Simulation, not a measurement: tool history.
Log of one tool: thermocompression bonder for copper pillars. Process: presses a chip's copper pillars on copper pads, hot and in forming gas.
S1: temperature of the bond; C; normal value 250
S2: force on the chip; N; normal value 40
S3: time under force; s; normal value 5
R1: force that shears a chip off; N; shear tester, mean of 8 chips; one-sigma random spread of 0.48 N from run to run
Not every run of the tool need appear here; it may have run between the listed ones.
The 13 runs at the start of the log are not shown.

run 14 hour=119.8 | S1=246 S2=53 S3=5 | R1=51.4
run 15 hour=132.4 | S1=246 S2=53 S3=5 | R1=51
run 16 hour=140.4 | S1=246 S2=53 S3=5 | R1=50.4
run 17 hour=153.3 | S1=267 S2=54 S3=4 | R1=63.5
run 18 hour=166.3 | S1=267 S2=47 S3=4 | R1=58.4
run 19 hour=180 | S1=267 S2=47 S3=4 | R1=58.7
run 20 hour=187.3 | S1=267 S2=58 S3=4 | R1=66.8
-- hour=188.6 forming gas filter changed
run 21 hour=201 | S1=229 S2=31 S3=7 | R1=30.9
run 22 hour=212.4 | S1=229 S2=31 S3=7 | R1=31.6
run 23 hour=226.5 | S1=234 S2=27 S3=3 | R1=21.4
run 24 hour=234.7 | S1=258 S2=40 S3=9 | R1=67.8
run 25 hour=247.6 | S1=258 S2=40 S3=9 | R1=67.1
run 26 hour=259.9 | S1=258 S2=40 S3=9 | R1=65.3
run 27 hour=268.7 | S1=223 S2=26 S3=5 | R1=21
run 28 hour=275.7 | S1=262 S2=44 S3=11 | R1=78.2
run 29 hour=285.7 | S1=262 S2=52 S3=6 | R1=71.3
run 30 hour=294.8 | S1=250 S2=42 S3=12 | R1=67.9

Here are 4 independent what-if runs from the current tool condition. What would each one return?
run A hour=302.8 | S1=238 S2=40 S3=5 | R1=?
run B hour=302.8 | S1=260 S2=40 S3=5 | R1=?
run C hour=302.8 | S1=224 S2=51 S3=3 | R1=?
run D hour=302.8 | S1=250 S2=40 S3=12 | R1=?

run=A R1=38
run=B R1=55.9
run=C R1=28.2
run=D R1=65.5
With no hidden state in the tool, these same runs would have given:
run=A R1=42.2
run=B R1=61
run=C R1=31.7
run=D R1=71.2
